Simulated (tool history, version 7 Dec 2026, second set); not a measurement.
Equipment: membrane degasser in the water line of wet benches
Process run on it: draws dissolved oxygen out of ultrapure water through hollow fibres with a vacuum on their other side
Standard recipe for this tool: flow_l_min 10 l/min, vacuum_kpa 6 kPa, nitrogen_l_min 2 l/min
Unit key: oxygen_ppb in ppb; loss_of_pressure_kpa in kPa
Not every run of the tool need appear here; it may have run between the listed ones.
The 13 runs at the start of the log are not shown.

Run 14, hour 2172.3: usual settings. Result: oxygen_ppb 143.1 ppb, loss_of_pressure_kpa 70.64 kPa.
Run 15, hour 2332.1: usual settings but nitrogen_l_min 1.09 l/min. Result: oxygen_ppb 168.6 ppb, loss_of_pressure_kpa 71.23 kPa.
Run 16, hour 2446.3: usual settings but nitrogen_l_min 1.09 l/min. Result: oxygen_ppb 169.9 ppb, loss_of_pressure_kpa 71.24 kPa.
Run 17, hour 2560.6: usual settings but vacuum_kpa 9.18 kPa. Result: oxygen_ppb 180.7 ppb, loss_of_pressure_kpa 71.15 kPa.
Run 18, hour 2677.1: usual settings but flow_l_min 6 l/min, vacuum_kpa 7 kPa, nitrogen_l_min 0.95 l/min. Result: oxygen_ppb 87.8 ppb, loss_of_pressure_kpa 42.68 kPa.
Run 19, hour 2872.5: usual settings but flow_l_min 12 l/min, vacuum_kpa 14.37 kPa, nitrogen_l_min 5.79 l/min. Result: oxygen_ppb 216.4 ppb, loss_of_pressure_kpa 85.23 kPa.
Run 20, hour 3082: usual settings but vacuum_kpa 10.9 kPa, nitrogen_l_min 1.82 l/min. Result: oxygen_ppb 214.1 ppb, loss_of_pressure_kpa 71.09 kPa.
Run 21, hour 3236.5: usual settings but vacuum_kpa 10.9 kPa, nitrogen_l_min 1.56 l/min. Result: oxygen_ppb 227.6 ppb, loss_of_pressure_kpa 71.25 kPa.
Run 22, hour 3448.3: usual settings but flow_l_min 9 l/min, vacuum_kpa 10.9 kPa, nitrogen_l_min 1.56 l/min. Result: oxygen_ppb 194.2 ppb, loss_of_pressure_kpa 64.28 kPa.
Run 23, hour 3566.7: usual settings but flow_l_min 9 l/min. Result: oxygen_ppb 118.8 ppb, loss_of_pressure_kpa 64.19 kPa.
Run 24, hour 3804.4: usual settings but nitrogen_l_min 1.22 l/min. Result: oxygen_ppb 170.4 ppb, loss_of_pressure_kpa 71.47 kPa.
Run 25, hour 3979.1: usual settings but nitrogen_l_min 1.22 l/min. Result: oxygen_ppb 171.2 ppb, loss_of_pressure_kpa 71.45 kPa.
Run 26, hour 4220.2: usual settings but flow_l_min 8 l/min, vacuum_kpa 11.73 kPa, nitrogen_l_min 3.65 l/min. Result: oxygen_ppb 115.2 ppb, loss_of_pressure_kpa 57.4 kPa.
Run 27, hour 4374.1: usual settings but flow_l_min 13 l/min. Result: oxygen_ppb 243.5 ppb, loss_of_pressure_kpa 93.52 kPa.
Run 28, hour 4618.9: usual settings but flow_l_min 13 l/min, vacuum_kpa 10.11 kPa, nitrogen_l_min 4.39 l/min. Result: oxygen_ppb 247.9 ppb, loss_of_pressure_kpa 93.3 kPa.
Run 29, hour 4834.5: usual settings but flow_l_min 13 l/min, vacuum_kpa 10.11 kPa, nitrogen_l_min 4.39 l/min. Result: oxygen_ppb 250.6 ppb, loss_of_pressure_kpa 93.6 kPa.
Run 30, hour 4939.8: usual settings but flow_l_min 13 l/min, vacuum_kpa 10.11 kPa, nitrogen_l_min 4.39 l/min. Result: oxygen_ppb 247.7 ppb, loss_of_pressure_kpa 93.31 kPa.
Run 31, hour 5041.9: usual settings but flow_l_min 13 l/min, vacuum_kpa 10.11 kPa, nitrogen_l_min 4.39 l/min. Result: oxygen_ppb 247.2 ppb, loss_of_pressure_kpa 93.72 kPa.
Run 32, hour 5259.3: usual settings but flow_l_min 6 l/min, nitrogen_l_min 2.21 l/min. Result: oxygen_ppb 52 ppb, loss_of_pressure_kpa 43.36 kPa.

Consider 3 possible next runs. They are alternatives, not a sequence: every one starts from the tool as it was left by run 32. What does each give?
Run A, hour 5476.7: usual settings but flow_l_min 6 l/min, vacuum_kpa 12.62 kPa, nitrogen_l_min 1.1 l/min. Result: oxygen_ppb ?, loss_of_pressure_kpa ?.
Run B, hour 5476.7: usual settings but flow_l_min 6 l/min, vacuum_kpa 12.78 kPa, nitrogen_l_min 1.16 l/min. Result: oxygen_ppb ?, loss_of_pressure_kpa ?.
Run C, hour 5476.7: usual settings but flow_l_min 6 l/min, vacuum_kpa 6.24 kPa, nitrogen_l_min 2.72 l/min. Result: oxygen_ppb ?, loss_of_pressure_kpa ?.

run  oxygen_ppb  loss_of_pressure_kpa
  A       162.3                 43.47
  B       153.1                 43.09
  C        50.8                 43.15
The same runs, with their run-to-run variation unchanged, on a tool lacking any hidden condition would have given:
run  oxygen_ppb  loss_of_pressure_kpa
  A       145.7                 40.23
  B       137.1                 39.83
  C        37.6                 39.89

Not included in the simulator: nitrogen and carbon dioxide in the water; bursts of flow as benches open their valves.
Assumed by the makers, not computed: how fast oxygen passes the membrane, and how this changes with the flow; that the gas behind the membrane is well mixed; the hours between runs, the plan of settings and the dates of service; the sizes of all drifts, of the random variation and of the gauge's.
